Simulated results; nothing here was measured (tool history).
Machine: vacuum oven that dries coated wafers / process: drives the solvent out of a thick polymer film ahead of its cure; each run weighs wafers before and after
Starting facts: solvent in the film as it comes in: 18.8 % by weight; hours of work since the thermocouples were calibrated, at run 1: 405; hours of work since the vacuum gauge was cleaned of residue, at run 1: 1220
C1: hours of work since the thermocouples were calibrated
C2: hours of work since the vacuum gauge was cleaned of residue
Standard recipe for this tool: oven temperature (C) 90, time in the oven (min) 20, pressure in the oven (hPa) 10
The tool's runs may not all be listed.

{"run": 1, "day": 0.0, "oven temperature (C)": 90, "time in the oven (min)": 20, "pressure in the oven (hPa)": 10, "C1": 405, "C2": 1220, "solvent left in the film (%)": 4.23}
{"run": 2, "day": 1.242, "oven temperature (C)": 90, "time in the oven (min)": 20, "pressure in the oven (hPa)": 10, "C1": 423, "C2": 1238, "solvent left in the film (%)": 4.24}
{"run": 3, "day": 2.883, "oven temperature (C)": 90, "time in the oven (min)": 20, "pressure in the oven (hPa)": 10, "C1": 446, "C2": 1261, "solvent left in the film (%)": 4.3}
{"run": 4, "day": 4.5, "oven temperature (C)": 90, "time in the oven (min)": 20, "pressure in the oven (hPa)": 10, "C1": 470, "C2": 1285, "solvent left in the film (%)": 4.38}
{"run": 5, "day": 6.121, "oven temperature (C)": 90, "time in the oven (min)": 20, "pressure in the oven (hPa)": 10, "C1": 493, "C2": 1308, "solvent left in the film (%)": 4.28}
{"run": 6, "day": 7.883, "oven temperature (C)": 90, "time in the oven (min)": 20, "pressure in the oven (hPa)": 10, "C1": 518, "C2": 1333, "solvent left in the film (%)": 4.39}
{"day": 8.358, "done": "vacuum gauge cleaned of residue and calibrated"}
{"run": 7, "day": 9.883, "oven temperature (C)": 90, "time in the oven (min)": 27, "pressure in the oven (hPa)": 10, "C1": 546, "C2": 22, "solvent left in the film (%)": 2.51}
{"run": 8, "day": 11.088, "oven temperature (C)": 90, "time in the oven (min)": 27, "pressure in the oven (hPa)": 10, "C1": 564, "C2": 39, "solvent left in the film (%)": 2.48}
{"run": 9, "day": 12.121, "oven temperature (C)": 90, "time in the oven (min)": 11, "pressure in the oven (hPa)": 10, "C1": 579, "C2": 54, "solvent left in the film (%)": 6.09}
{"run": 10, "day": 13.95, "oven temperature (C)": 90, "time in the oven (min)": 20, "pressure in the oven (hPa)": 10, "C1": 605, "C2": 81, "solvent left in the film (%)": 3.37}
{"run": 11, "day": 15.721, "oven temperature (C)": 96, "time in the oven (min)": 20, "pressure in the oven (hPa)": 10, "C1": 631, "C2": 106, "solvent left in the film (%)": 2.01}
{"run": 12, "day": 16.871, "oven temperature (C)": 90, "time in the oven (min)": 20, "pressure in the oven (hPa)": 10, "C1": 647, "C2": 123, "solvent left in the film (%)": 3.33}
{"run": 13, "day": 18.117, "oven temperature (C)": 82, "time in the oven (min)": 20, "pressure in the oven (hPa)": 10, "C1": 665, "C2": 141, "solvent left in the film (%)": 6.36}
{"run": 14, "day": 20.188, "oven temperature (C)": 82, "time in the oven (min)": 20, "pressure in the oven (hPa)": 10, "C1": 695, "C2": 170, "solvent left in the film (%)": 6.51}
{"run": 15, "day": 21.254, "oven temperature (C)": 90, "time in the oven (min)": 20, "pressure in the oven (hPa)": 5.1, "C1": 710, "C2": 186, "solvent left in the film (%)": 2.74}
{"run": 16, "day": 22.683, "oven temperature (C)": 90, "time in the oven (min)": 20, "pressure in the oven (hPa)": 11, "C1": 731, "C2": 206, "solvent left in the film (%)": 3.48}
{"run": 17, "day": 23.612, "oven temperature (C)": 90, "time in the oven (min)": 20, "pressure in the oven (hPa)": 11, "C1": 744, "C2": 220, "solvent left in the film (%)": 3.56}
{"run": 18, "day": 24.642, "oven temperature (C)": 90, "time in the oven (min)": 20, "pressure in the oven (hPa)": 11, "C1": 759, "C2": 235, "solvent left in the film (%)": 3.68}
{"run": 19, "day": 25.7, "oven temperature (C)": 98, "time in the oven (min)": 19, "pressure in the oven (hPa)": 38.5, "C1": 774, "C2": 250, "solvent left in the film (%)": 4.99}
{"run": 20, "day": 27.154, "oven temperature (C)": 98, "time in the oven (min)": 19, "pressure in the oven (hPa)": 38.5, "C1": 795, "C2": 271, "solvent left in the film (%)": 5.21}
{"run": 21, "day": 28.767, "oven temperature (C)": 90, "time in the oven (min)": 30, "pressure in the oven (hPa)": 10, "C1": 818, "C2": 294, "solvent left in the film (%)": 2.35}

Estimate the outcome of run 22 from the log above:
{"run": 22, "day": 30.654, "oven temperature (C)": 90, "time in the oven (min)": 30, "pressure in the oven (hPa)": 10, "C1": 846, "C2": 321, "solvent left in the film (%)": "?"}

Run 22 yielded solvent left in the film (%) 2.32.
Minus the tool's unlogged condition, the same run would have read solvent left in the film (%) 2.35.
